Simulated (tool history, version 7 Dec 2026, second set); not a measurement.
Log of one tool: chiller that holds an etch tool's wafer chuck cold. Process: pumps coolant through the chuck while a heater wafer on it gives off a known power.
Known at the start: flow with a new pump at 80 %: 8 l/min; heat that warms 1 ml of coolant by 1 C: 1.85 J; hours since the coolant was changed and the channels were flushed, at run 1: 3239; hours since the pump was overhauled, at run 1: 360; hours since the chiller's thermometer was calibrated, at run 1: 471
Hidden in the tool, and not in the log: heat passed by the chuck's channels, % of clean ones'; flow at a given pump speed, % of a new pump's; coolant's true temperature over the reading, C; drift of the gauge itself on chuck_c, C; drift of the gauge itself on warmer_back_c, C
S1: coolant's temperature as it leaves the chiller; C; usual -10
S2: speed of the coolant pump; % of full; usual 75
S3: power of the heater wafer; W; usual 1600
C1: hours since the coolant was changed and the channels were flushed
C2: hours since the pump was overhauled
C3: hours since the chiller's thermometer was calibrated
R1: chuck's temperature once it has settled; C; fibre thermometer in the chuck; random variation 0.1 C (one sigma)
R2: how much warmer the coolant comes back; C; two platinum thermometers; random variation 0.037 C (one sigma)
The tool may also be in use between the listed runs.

| run | day | S1 | S2 | S3 | C1 | C2 | C3 | R1 | R2 |
|---|---|---|---|---|---|---|---|---|---|
| 1 | 0 | -10 | 75 | 1600 | 3239 | 360 | 471 | 2.9 | 7.04 |
| 2 | 2.688 | -5 | 75 | 1600 | 3303 | 425 | 535 | 8.2 | 7.04 |
| 3 | 5.271 | -5 | 75 | 1600 | 3365 | 487 | 597 | 7.9 | 7.06 |
| 4 | 7.346 | -5 | 75 | 1600 | 3415 | 536 | 647 | 7.9 | 7.07 |
| 5 | 10.371 | -5 | 75 | 1600 | 3487 | 609 | 720 | 8.1 | 7.04 |
| 6 | 13.792 | -5 | 75 | 1600 | 3570 | 691 | 802 | 8 | 7.08 |
| 7 | 16.533 | -5 | 75 | 1600 | 3635 | 757 | 868 | 8 | 7.1 |
| 8 | 19.588 | -5 | 75 | 1600 | 3709 | 830 | 941 | 8.2 | 7.13 |
| 9 | 22.858 | -10 | 75 | 1600 | 3787 | 909 | 1019 | 3.1 | 7.13 |
| 10 | 26.075 | -10 | 75 | 1600 | 3864 | 986 | 1097 | 3 | 7.19 |
| 11 | 28.429 | -10 | 75 | 1600 | 3921 | 1042 | 1153 | 3.3 | 7.15 |
| 12 | 30 | -10 | 75 | 2051 | 3959 | 1080 | 1191 | 7.1 | 9.19 |
| 13 | 33.104 | 0 | 75 | 1600 | 4033 | 1155 | 1265 | 13 | 7.21 |
| 14 | 35.879 | -7 | 75 | 1600 | 4100 | 1221 | 1332 | 6.1 | 7.16 |
| 15 | 37.875 | -7 | 75 | 1600 | 4148 | 1269 | 1380 | 6.2 | 7.21 |
| 16 | 41.258 | -7 | 75 | 1600 | 4229 | 1350 | 1461 | 6.2 | 7.21 |
| 17 | 44.625 | -7 | 75 | 1600 | 4310 | 1431 | 1542 | 6.4 | 7.21 |
| 18 | 46.404 | -5 | 65 | 948 | 4352 | 1474 | 1585 | 3.8 | 5.02 |
| 19 | 48.204 | -1 | 75 | 1973 | 4395 | 1517 | 1628 | 15.6 | 8.87 |
| 20 | 51.362 | -6 | 98 | 1168 | 4471 | 1593 | 1704 | 1.6 | 3.82 |
| 21 | 54.367 | -6 | 73 | 1110 | 4543 | 1665 | 1776 | 3.5 | 5.18 |
| 22 | 56.512 | -1 | 73 | 1425 | 4595 | 1716 | 1827 | 11.1 | 6.63 |
| 23 | 58.096 | -1 | 94 | 1420 | 4633 | 1754 | 1865 | 8.8 | 4.98 |
| 24 | 60.308 | -15 | 78 | 1982 | 4686 | 1808 | 1918 | 1.1 | 8.67 |
| 25 | 62.917 | -10 | 99 | 1982 | 4749 | 1870 | 1981 | 3.4 | 6.52 |
| 26 | 65.771 | -10 | 99 | 1982 | 4817 | 1939 | 2049 | 3.2 | 6.56 |
| 27 | 68.233 | -15 | 75 | 1864 | 4876 | 1998 | 2108 | 0.7 | 8.59 |
| 28 | 70.671 | -13 | 75 | 1614 | 4935 | 2056 | 2167 | 0.5 | 7.34 |
| 29 | 72.683 | -1 | 82 | 1600 | 4983 | 2105 | 2215 | 11.5 | 6.62 |
| 30 | 74.462 | -13 | 67 | 1480 | 5026 | 2147 | 2258 | 0.6 | 7.7 |
| 31 | 76.908 | -13 | 90 | 1480 | 5084 | 2206 | 2317 | -2.3 | 5.49 |
| 32 | 79.338 | -13 | 90 | 1480 | 5143 | 2264 | 2375 | -2.3 | 5.49 |
| 33 | 82.104 | -13 | 90 | 1592 | 5209 | 2331 | 2441 | -1.5 | 6 |

Hidden state or all else? Some run-to-run changes of R1, split into what the settings, what came in and random variation would give without the hidden state, and what is left for the hidden state (with any gauge scatter that isn't in both results):
Run 18 -> 19: S1 -5 -> -1, S2 65 -> 75, S3 948 -> 1973. R1 +11.8 C: hidden state +0.8, all else +11.
Run 19 -> 20: S1 -1 -> -6, S2 75 -> 98, S3 1973 -> 1168. R1 -14 C: hidden state -0.9, all else -13.1.
Run 23 -> 24: S1 -1 -> -15, S2 94 -> 78, S3 1420 -> 1982. R1 -7.7 C: hidden state +0.7, all else -8.4.
Run 28 -> 29: S1 -13 -> -1, S2 75 -> 82, S3 1614 -> 1600. R1 +11 C: hidden state +0, all else +11.
